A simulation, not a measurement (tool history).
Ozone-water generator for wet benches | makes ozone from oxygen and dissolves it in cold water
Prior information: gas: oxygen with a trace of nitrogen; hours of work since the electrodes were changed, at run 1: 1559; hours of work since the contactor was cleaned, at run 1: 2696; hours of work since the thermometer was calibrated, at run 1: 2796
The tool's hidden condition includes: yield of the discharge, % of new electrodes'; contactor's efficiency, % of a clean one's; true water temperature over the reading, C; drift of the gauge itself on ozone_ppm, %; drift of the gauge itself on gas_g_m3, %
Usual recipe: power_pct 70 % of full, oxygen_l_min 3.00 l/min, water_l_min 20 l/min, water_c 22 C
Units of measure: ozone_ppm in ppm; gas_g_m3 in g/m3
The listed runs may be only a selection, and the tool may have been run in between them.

run,day,power_pct,oxygen_l_min,water_l_min,water_c,hours of work since the electrodes were changed,hours of work since the contactor was cleaned,hours of work since the thermometer was calibrated,ozone_ppm,gas_g_m3
1,0.000,70,3.00,20,22,1559,2696,2796,16.9,262.6
2,1.775,70,3.00,20,22,1589,2727,2826,16.9,264.1
3,3.654,64,3.00,20,22,1621,2759,2858,15.5,242.7
4,5.338,64,3.00,20,22,1650,2788,2887,15.6,244.3
5,7.112,64,3.00,20,22,1681,2819,2918,15.5,242.6
6,8.042,70,1.85,20,22,1697,2835,2934,15.4,334.6
7,9.279,70,1.85,20,22,1718,2856,2955,15.4,330.6
8,11.296,70,3.00,20,17,1753,2891,2990,17.6,258.7
9,12.342,70,3.00,20,22,1771,2909,3008,17.1,260.1
10,14.092,70,3.00,20,22,1801,2939,3038,16.7,258.7
11,16.154,70,3.00,20,22,1836,2974,3073,16.8,259.3
12,17.233,70,3.00,20,22,1855,2993,3092,17.0,258.2
13,18.417,70,3.00,20,22,1875,3013,3112,16.6,258.7
14,19.954,70,3.00,20,22,1902,3039,3139,17.0,258.1
15,21.775,70,3.00,20,22,1933,3071,3170,16.9,257.7
16,23.529,70,3.00,20,22,1963,3101,3200,16.6,257.6
# day 25.617: gauge calibrated
17,25.617,70,4.38,20,22,1999,3137,3236,17.8,219.8
18,27.554,70,1.73,14,26,2032,3170,3269,21.2,346.1
19,29.783,70,1.73,14,22,2071,3208,3308,22.0,346.3
20,30.767,55,2.78,14,22,2088,3225,3325,18.9,220.7
21,32.612,46,2.78,28,24,2119,3257,3356,7.9,186.5
22,33.942,99,3.00,31,29,2142,3280,3379,13.2,358.4
23,35.525,99,3.00,31,29,2169,3307,3406,13.4,357.4
24,37.304,72,2.96,20,22,2200,3338,3437,17.3,270.2
25,39.200,72,2.96,20,22,2233,3370,3470,17.1,269.9
26,40.571,46,3.00,20,20,2256,3394,3493,11.8,179.0
27,42.079,46,3.00,20,20,2282,3420,3519,11.7,176.4
28,43.446,46,3.00,20,20,2306,3443,3543,11.8,179.8
29,45.442,70,2.17,20,16,2340,3478,3577,16.5,302.8
30,46.558,70,2.17,20,16,2359,3497,3596,16.7,301.6
31,48.725,54,3.10,14,22,2396,3534,3633,18.6,200.9
32,50.058,54,3.10,14,22,2419,3557,3656,19.0,199.4
33,51.596,45,3.10,14,22,2446,3583,3683,16.1,170.6
34,52.938,56,2.49,16,22,2469,3606,3706,16.9,228.2

What if the next run were any one of these 3? Each begins from the tool's condition after run 34:
A,53.971,80,3.00,20,22,2487,3624,3724,?,?
B,53.971,56,4.84,29,14,2487,3624,3724,?,?
C,53.971,56,2.49,25,22,2487,3624,3724,?,?

run,ozone_ppm,gas_g_m3
A,18.8,288.1
B,11.0,165.4
C,10.4,230.7
With the hidden condition removed and each run's random variation left untouched, the same runs would have given:
run,ozone_ppm,gas_g_m3
A,18.8,298.0
B,11.0,171.0
C,10.4,238.6
